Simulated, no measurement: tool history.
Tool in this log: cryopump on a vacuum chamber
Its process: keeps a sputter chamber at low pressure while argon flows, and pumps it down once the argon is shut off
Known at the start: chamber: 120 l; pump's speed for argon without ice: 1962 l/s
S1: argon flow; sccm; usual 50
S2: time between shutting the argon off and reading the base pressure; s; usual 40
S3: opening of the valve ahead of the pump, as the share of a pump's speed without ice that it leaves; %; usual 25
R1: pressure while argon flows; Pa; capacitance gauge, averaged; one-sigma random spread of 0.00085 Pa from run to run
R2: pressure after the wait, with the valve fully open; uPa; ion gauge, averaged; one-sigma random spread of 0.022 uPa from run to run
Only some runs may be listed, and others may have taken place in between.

run   hour  S1  S2  S3      R1    R2
  1      0  50  40  25   0.178  0.72
  2    6.7  50  95  25  0.1777  0.46
  3   19.3  50  95  25  0.1775  0.44
  4   30.4  50  95  25   0.178  0.47
  5   41.2  88  95  25  0.3098  0.47
  6   51.4  88  95  25   0.311  0.49
  7   65.8  50  40  25  0.1761  0.79
  8     80  50  40  25  0.1793  0.79
  9   86.3  50  40  16  0.2739  0.77
 10   99.6  50  51  16  0.2733  0.64
 11  105.7  50  44  19  0.2323  0.73

Run 12 comes next. What will it give?
 12  112.9  63  44  34   ?   ?

R1: 0.1666 Pa
R2: 0.76 uPa
Had the tool carried no hidden state, the very same run would have given R1 0.1593 Pa, R2 0.64 uPa.

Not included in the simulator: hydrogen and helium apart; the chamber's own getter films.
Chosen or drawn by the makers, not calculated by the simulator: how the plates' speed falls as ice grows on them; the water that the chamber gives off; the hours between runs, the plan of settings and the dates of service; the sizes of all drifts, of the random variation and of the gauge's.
